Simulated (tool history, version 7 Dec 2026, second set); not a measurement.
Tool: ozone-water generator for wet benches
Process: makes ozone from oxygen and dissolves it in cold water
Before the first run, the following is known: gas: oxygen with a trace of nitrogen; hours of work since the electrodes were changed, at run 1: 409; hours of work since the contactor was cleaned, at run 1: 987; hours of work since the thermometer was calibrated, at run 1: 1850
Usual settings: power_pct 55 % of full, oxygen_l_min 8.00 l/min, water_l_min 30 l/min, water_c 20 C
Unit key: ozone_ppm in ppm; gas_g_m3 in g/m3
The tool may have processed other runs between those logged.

run	hour	power_pct	oxygen_l_min	water_l_min	water_c	hours of work since the electrodes were changed	hours of work since the contactor was cleaned	hours of work since the thermometer was calibrated	ozone_ppm	gas_g_m3
1	0.0	55	8.00	30	20	409	987	1850	16.7	162.0
2	30.6	55	8.00	30	20	430	1008	1871	16.3	159.7
3	60.2	55	8.00	30	20	450	1028	1891	16.6	160.5
4	78.7	55	8.00	30	20	463	1041	1904	16.3	163.3
5	106.4	55	8.00	30	20	482	1060	1923	16.4	160.0
6	131.0	55	8.00	30	20	499	1076	1940	16.6	161.7
7	157.1	55	8.00	30	20	516	1094	1958	16.8	160.3
8	175.8	55	8.00	30	20	529	1107	1970	16.5	162.8
9	195.0	55	8.00	30	20	542	1120	1983	16.6	161.0
10	210.8	55	8.00	30	20	553	1131	1994	16.5	160.7
11	226.5	55	8.00	24	20	564	1142	2005	19.8	161.9
12	254.8	55	8.00	24	20	583	1161	2024	19.7	158.8
13	282.2	55	8.00	24	20	602	1180	2043	19.5	160.7
14	298.1	55	8.00	30	20	613	1191	2054	16.3	159.8
15	324.1	55	8.00	30	19	631	1208	2072	16.8	159.0
16	352.6	55	8.00	30	20	650	1228	2091	16.4	159.6
17	381.9	55	8.00	30	20	670	1248	2111	16.3	160.2
18	408.6	97	4.03	24	27	688	1266	2129	26.9	356.5
19	425.8	55	11.82	24	20	700	1278	2141	19.5	134.3
20	445.9	43	8.85	30	16	714	1292	2155	14.3	122.7
21	462.6	55	4.88	30	26	725	1303	2166	13.9	196.2
22	486.3	40	8.00	30	13	741	1319	2183	13.8	120.3
23	513.3	40	8.00	30	13	760	1338	2201	13.5	120.3
24	537.8	40	8.00	30	13	777	1355	2218	13.7	120.7
25	553.4	40	8.00	30	13	787	1365	2228	13.5	119.5
26	576.4	65	8.00	33	13	803	1381	2244	19.2	184.4
27	596.0	55	5.64	30	20	816	1394	2258	15.5	184.1
28	626.8	55	5.64	30	20	837	1415	2279	15.5	183.2
29	642.2	55	12.90	20	20	848	1426	2289	20.9	129.4
30	664.0	55	12.90	20	20	863	1441	2304	21.1	128.4
31	691.1	55	7.26	37	27	881	1459	2323	12.2	164.6
32	707.4	55	6.37	30	20	893	1470	2334	15.8	175.0
33	738.1	55	8.68	30	12	914	1491	2355	18.3	153.4

What if the next run were any one of these 3? Each begins from the tool's condition after run 33:
A	761.3	55	4.31	42	20	929	1507	2371	?	?
B	761.3	62	6.22	30	12	929	1507	2371	?	?
C	761.3	55	11.94	30	14	929	1507	2371	?	?

run	ozone_ppm	gas_g_m3
A	10.5	205.4
B	19.5	196.3
C	18.4	135.2
Without the tool's hidden state the same runs would have given:
run	ozone_ppm	gas_g_m3
A	11.0	210.9
B	20.5	202.3
C	19.4	138.7

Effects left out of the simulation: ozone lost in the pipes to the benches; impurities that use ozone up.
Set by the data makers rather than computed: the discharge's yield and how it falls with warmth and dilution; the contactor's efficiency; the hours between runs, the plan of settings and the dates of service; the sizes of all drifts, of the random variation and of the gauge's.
